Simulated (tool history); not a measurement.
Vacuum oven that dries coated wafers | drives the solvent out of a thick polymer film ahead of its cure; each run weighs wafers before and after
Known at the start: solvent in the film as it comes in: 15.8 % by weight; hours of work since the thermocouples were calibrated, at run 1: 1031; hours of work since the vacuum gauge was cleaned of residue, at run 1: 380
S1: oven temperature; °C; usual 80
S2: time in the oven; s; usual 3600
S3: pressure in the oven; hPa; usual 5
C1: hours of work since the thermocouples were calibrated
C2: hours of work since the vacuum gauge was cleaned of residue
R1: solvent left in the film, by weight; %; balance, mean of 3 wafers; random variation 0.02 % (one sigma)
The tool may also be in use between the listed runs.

Run 1, day 0: usual settings; C1 1031; C2 380. Result: R1 2.57 %.
Run 2, day 0.429: usual settings; C1 1039; C2 387. Result: R1 2.56 %.
Run 3, day 0.979: usual settings; C1 1049; C2 397. Result: R1 2.59 %.
Run 4, day 1.288: usual settings; C1 1054; C2 403. Result: R1 2.55 %.
Run 5, day 1.683: usual settings but S2 3120 s; C1 1061; C2 410. Result: R1 3.13 %.
Run 6, day 2.104: usual settings but S2 3120 s; C1 1069; C2 418. Result: R1 3.09 %.
Run 7, day 2.679: usual settings but S2 2880 s; C1 1079; C2 428. Result: R1 3.47 %.
Run 8, day 3.242: usual settings; C1 1090; C2 438. Result: R1 2.56 %.
At day 3.508: oven's thermocouples calibrated.
Run 9, day 3.883: usual settings; C1 7; C2 448. Result: R1 2.89 %.
Run 10, day 4.404: usual settings; C1 16; C2 458. Result: R1 2.92 %.
Run 11, day 4.867: usual settings; C1 25; C2 466. Result: R1 2.89 %.
Run 12, day 5.179: usual settings; C1 30; C2 472. Result: R1 2.87 %.
Run 13, day 5.588: usual settings but S1 70 °C; C1 38; C2 479. Result: R1 6.26 %.
Run 14, day 6.129: usual settings but S1 85 °C, S2 2040 s, S3 12.83 hPa; C1 47; C2 489. Result: R1 4.11 %.
Run 15, day 6.45: usual settings but S1 85 °C, S2 2040 s, S3 12.83 hPa; C1 53; C2 495. Result: R1 4.12 %.
Run 16, day 7.046: usual settings but S2 4380 s, S3 3.78 hPa; C1 64; C2 505. Result: R1 2.08 %.
Run 17, day 7.617: usual settings but S1 86 °C, S2 2040 s, S3 2.61 hPa; C1 74; C2 516. Result: R1 3.32 %.
Run 18, day 7.904: usual settings but S1 91 °C, S2 5220 s, S3 8.47 hPa; C1 79; C2 521. Result: R1 0.53 %.
Run 19, day 8.379: usual settings but S1 71 °C, S2 2580 s, S3 3.48 hPa; C1 88; C2 529. Result: R1 7.25 %.
Run 20, day 8.779: usual settings but S3 8.74 hPa; C1 95; C2 537. Result: R1 3.12 %.
Run 21, day 9.254: usual settings but S3 8.74 hPa; C1 104; C2 545. Result: R1 3.13 %.
Run 22, day 9.862: usual settings but S1 77 °C, S2 5340 s, S3 6.7 hPa; C1 115; C2 556. Result: R1 2.4 %.
Run 23, day 10.296: usual settings but S1 77 °C, S2 5340 s, S3 6.72 hPa; C1 123; C2 564. Result: R1 2.43 %.

The next listed run, before its measurement:
Run 24, day 10.742: usual settings but S1 81 °C, S2 4800 s; C1 131; C2 572. Result: R1 ?.

Run 24 gave R1 1.65 %.
Without the tool's hidden state the same run would have given R1 1.62 %.

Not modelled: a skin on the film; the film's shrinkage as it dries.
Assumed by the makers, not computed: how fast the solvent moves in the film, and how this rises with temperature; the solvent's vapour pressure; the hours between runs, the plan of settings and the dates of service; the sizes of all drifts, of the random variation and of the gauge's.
